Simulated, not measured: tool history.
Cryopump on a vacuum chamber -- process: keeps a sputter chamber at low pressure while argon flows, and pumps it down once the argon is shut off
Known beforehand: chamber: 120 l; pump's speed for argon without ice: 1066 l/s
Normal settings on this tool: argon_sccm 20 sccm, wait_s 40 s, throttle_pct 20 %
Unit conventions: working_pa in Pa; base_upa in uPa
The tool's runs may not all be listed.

run	hour	argon_sccm	wait_s	throttle_pct	working_pa	base_upa
1	0.0	20	40	20	0.1628	4.27
2	45.8	20	40	20	0.1605	4.51
3	101.9	20	40	36	0.0914	4.52
4	146.9	20	40	36	0.0930	4.51
5	231.5	20	40	36	0.0926	4.63
6	300.0	20	40	36	0.0932	4.71
7	352.4	20	40	20	0.1627	4.72
8	419.8	20	40	20	0.1627	4.81
9	511.3	20	40	20	0.1651	4.93
10	598.0	20	40	20	0.1629	5.07
11	649.6	15	40	20	0.1223	4.95
12	722.2	15	161	20	0.1225	4.30
13	810.4	20	40	49	0.0705	5.16
14	873.1	20	40	49	0.0704	5.26
15	927.6	20	40	49	0.0702	5.29
16	997.1	20	40	49	0.0705	5.47
17	1049.0	20	40	49	0.0716	5.58
18	1107.5	20	40	49	0.0714	5.39
# hour 1116.3: leaking fittings of the chamber tightened, without venting
# hour 1151.9: pump warmed up, emptied and cooled again
19	1157.8	14	294	18	0.1234	0.49
20	1243.2	14	294	18	0.1230	0.51
21	1330.8	20	40	17	0.1865	1.68
22	1416.1	20	40	23	0.1372	1.84
23	1467.0	20	40	23	0.1387	1.77
24	1537.2	22	40	45	0.0783	1.87
25	1627.2	20	88	33	0.0978	1.18
26	1709.8	20	88	33	0.0979	1.26
27	1763.9	20	88	33	0.0974	1.33
28	1811.1	14	86	33	0.0687	1.37
29	1861.3	24	86	33	0.1179	1.40
30	1930.8	27	30	25	0.1730	2.55
31	1989.5	27	30	25	0.1736	2.58
32	2081.3	20	45	42	0.0780	2.15
33	2128.2	20	40	49	0.0670	2.31
34	2203.1	20	40	49	0.0676	2.33
35	2283.5	20	40	49	0.0670	2.35

Results for each run, recomputed without the tool's hidden state and with each run's random variation untouched:
The tool's hidden condition here consists of: pump's speed, % of a pump's without ice; cold plate's temperature, K; leak into the chamber, uPa l/s; drift of the gauge itself on working_pa, %; drift of the gauge itself on base_upa, %.
run	working_pa	base_upa
1	0.1593	1.46
2	0.1570	1.57
3	0.0877	1.54
4	0.0891	1.52
5	0.0886	1.53
6	0.0890	1.54
7	0.1584	1.53
8	0.1582	1.54
9	0.1603	1.55
10	0.1580	1.54
11	0.1185	1.48
12	0.1185	0.62
13	0.0650	1.52
14	0.0647	1.52
15	0.0644	1.51
16	0.0645	1.56
17	0.0654	1.58
18	0.0651	1.50
19	0.1232	0.45
20	0.1226	0.43
21	0.1857	1.52
22	0.1363	1.62
23	0.1377	1.52
24	0.0770	1.57
25	0.0964	0.82
26	0.0963	0.84
27	0.0957	0.86
28	0.0675	0.88
29	0.1157	0.86
30	0.1702	1.95
31	0.1707	1.95
32	0.0756	1.44
33	0.0644	1.55
34	0.0649	1.53
35	0.0641	1.51

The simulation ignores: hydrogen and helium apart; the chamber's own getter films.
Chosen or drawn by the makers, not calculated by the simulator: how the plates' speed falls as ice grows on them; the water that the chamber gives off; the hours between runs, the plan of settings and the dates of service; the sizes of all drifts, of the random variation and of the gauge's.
